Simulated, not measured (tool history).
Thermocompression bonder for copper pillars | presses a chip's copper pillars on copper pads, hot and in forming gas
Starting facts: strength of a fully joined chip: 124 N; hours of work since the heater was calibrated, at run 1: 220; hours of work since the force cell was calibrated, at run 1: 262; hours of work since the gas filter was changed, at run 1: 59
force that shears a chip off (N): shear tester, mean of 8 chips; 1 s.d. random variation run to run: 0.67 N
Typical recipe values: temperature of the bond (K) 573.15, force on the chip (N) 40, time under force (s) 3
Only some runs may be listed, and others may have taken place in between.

run	day	temperature of the bond (K)	force on the chip (N)	time under force (s)	hours of work since the heater was calibrated	hours of work since the force cell was calibrated	hours of work since the gas filter was changed	force that shears a chip off (N)
1	0	573.15	40	3	220	262	59	59.5
2	0.329	573.15	40	3	225	268	65	59.2
3	0.542	573.15	40	4	229	271	68	64.8
4	0.904	573.15	38	3	235	277	74	56.9
5	1.196	573.15	38	3	239	282	79	54.6
6	1.521	573.15	38	3	245	287	84	56.3
7	1.708	573.15	38	3	248	290	87	55.1
8	2	573.15	38	3	252	295	92	56.4
9	2.379	573.15	40	3	259	301	98	56.8
10	2.608	573.15	40	3	262	305	102	58.6
11	2.971	573.15	40	2	268	311	108	50.7
12	3.25	573.15	40	2	273	316	113	50.5
13	3.583	589.15	40	3	278	321	118	66.5
14	3.842	589.15	40	3	283	325	122	65.3
15	4.154	589.15	40	3	288	330	127	64.3
16	4.433	589.15	40	3	292	335	132	63.7
17	4.638	589.15	52	3	296	338	135	82.2
18	4.958	573.15	40	3	301	343	141	57.4
19	5.146	573.15	40	3	304	347	144	57.8
20	5.517	573.15	30	3	310	353	150	42.7
21	5.854	573.15	30	3	316	358	155	42.4
22	6.142	573.15	54	3	320	363	160	75.5
# day 6.225: force cell calibrated
23	6.508	573.15	54	4	325	5	165	80.6
24	6.696	573.15	54	4	328	8	168	79.9
# day 6.862: force cell calibrated, once more
25	6.917	573.15	54	4	331	1	171	83.4
26	7.304	571.15	55	7	337	7	177	91.5
27	7.475	571.15	55	7	340	10	180	93.7
28	7.662	556.15	30	4	343	13	183	40.4
29	7.992	566.15	42	3	348	18	188	58.1
30	8.196	564.15	45	3	352	22	192	61.4
31	8.438	564.15	45	3	356	26	195	60.9
32	8.812	564.15	45	3	362	32	202	61.2
33	9.162	564.15	45	3	368	38	207	60.8
34	9.467	544.15	31	3	373	43	212	34.2
35	9.754	573.15	38	3	377	47	217	56.8
36	10.083	573.15	38	3	383	53	222	53.8
37	10.267	573.15	38	3	386	56	225	54.7
38	10.554	573.15	27	3	390	60	230	37.9
39	10.738	573.15	34	7	393	63	233	64.3

For some of the steps in force that shears a chip off (N) from one run to the next: how much would appear even if the tool had no hidden state, given the settings, what came in and random variation, and how much remains for the hidden state plus any gauge scatter that the measured result and the result without hidden state don't share?
What the log doesn't record here: true temperature of the bond over the reading, C; force that reaches the chip, % of what is set; oxide that the forming gas leaves, % of the face; drift of the gauge itself on shear_n, %.
Run 21 -> 22: force on the chip (N) 30 -> 54. force that shears a chip off (N) +33.1: hidden state -2, all else +35.1.
Run 24 -> 25: force cell calibrated, once more. force that shears a chip off (N) +3.5: hidden state +2.4, all else +1.1.
Run 27 -> 28: temperature of the bond (K) 571.15 -> 556.15, force on the chip (N) 55 -> 30, time under force (s) 7 -> 4. force that shears a chip off (N) -53.3: hidden state +2.5, all else -55.8.
Run 33 -> 34: temperature of the bond (K) 564.15 -> 544.15, force on the chip (N) 45 -> 31. force that shears a chip off (N) -26.6: hidden state +1.5, all else -28.1.

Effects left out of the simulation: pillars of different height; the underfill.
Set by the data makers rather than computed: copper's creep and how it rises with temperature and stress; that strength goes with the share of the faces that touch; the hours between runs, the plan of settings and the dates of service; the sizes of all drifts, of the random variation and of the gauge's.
